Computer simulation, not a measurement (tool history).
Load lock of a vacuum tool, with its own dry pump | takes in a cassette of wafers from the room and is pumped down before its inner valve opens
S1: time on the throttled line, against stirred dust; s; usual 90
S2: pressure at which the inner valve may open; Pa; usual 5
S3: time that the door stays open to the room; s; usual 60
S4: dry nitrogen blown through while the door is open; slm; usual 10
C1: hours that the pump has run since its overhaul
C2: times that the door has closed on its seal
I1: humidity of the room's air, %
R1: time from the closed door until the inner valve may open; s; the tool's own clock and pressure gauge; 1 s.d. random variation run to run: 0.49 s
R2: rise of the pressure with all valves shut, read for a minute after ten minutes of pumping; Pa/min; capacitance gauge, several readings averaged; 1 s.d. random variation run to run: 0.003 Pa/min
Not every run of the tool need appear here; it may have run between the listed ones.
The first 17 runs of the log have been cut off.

run     hour   S1  S2   S3  S4     C1     C2    I1     R1     R2
 18   6579.4   90   5   60   6  16560  24979  46.6  141.8  0.224
 19   6888.7   90   5   60   6  16870  25445  43.9  143.3  0.225
 20   7165.4  100   7   36   8  17146  25863  45.4  147.1  0.221
 21   7614.7  100   7   36   8  17596  26541  42.9  148.7  0.225
      7913.9  -- dry pump taken out, an overhauled one fitted
 22   8027.2  100   7   36   8    113  27154  47.7    142   0.23
 23   8360.4  100   7   36   8    447  27656  44.8  142.8  0.245
 24   8815.4  100   7   36   8    902  28342  47.5  143.2  0.256
 25   9340.2   77   5   60   9   1426  29134  43.8  126.5  0.266
 26   9871.9  136   7  192   6   1958  29936  48.8  172.4  0.309
 27  10389.4  136   6   77   6   2475  30717  43.9  174.5  0.296
 28  10613.8   63   5  162  12   2700  31055  43.2  114.3  0.302
 29  11045.6   90   4   71  10   3132  31706  47.7  138.5  0.291
 30  11531.7  150  10  141   5   3618  32440  43.1  182.6  0.323
 31  11751.4  150  10  141   5   3838  32771    44  183.6  0.341
 32  12207.3  150  10  141   5   4293  33459  46.9  183.3  0.343
 33  12458.3   80   5   71  10   4544  33837  46.4  129.6  0.322
 34  12891.4   80   5   71  10   4978  34490  44.3  129.6  0.334
 35    13265   64   5   90  10   5351  35054  46.8  116.1  0.353
 36    13533   64   5   90  10   5619  35458  47.4    116  0.357

Forecast each of these 4 alternatives for the next run:
  A  14036.1  78   9  90   6  6122  36217  47.9   ?   ?
  B  14036.1  50   5  90  10  6122  36217  43.4   ?   ?
  C  14036.1  90   8  60  10  6122  36217  44.6   ?   ?
  D  14036.1  71   5  41  40  6122  36217  45.1   ?   ?

run     R1     R2
  A  123.6  0.369
  B  105.4   0.37
  C  134.4  0.359
  D  122.1  0.354
The same runs, with their run-to-run variation unchanged, on a tool lacking any hidden condition would have given:
run     R1     R2
  A  122.3   0.03
  B  103.8  0.027
  C  133.2   0.02
  D  120.7  0.006

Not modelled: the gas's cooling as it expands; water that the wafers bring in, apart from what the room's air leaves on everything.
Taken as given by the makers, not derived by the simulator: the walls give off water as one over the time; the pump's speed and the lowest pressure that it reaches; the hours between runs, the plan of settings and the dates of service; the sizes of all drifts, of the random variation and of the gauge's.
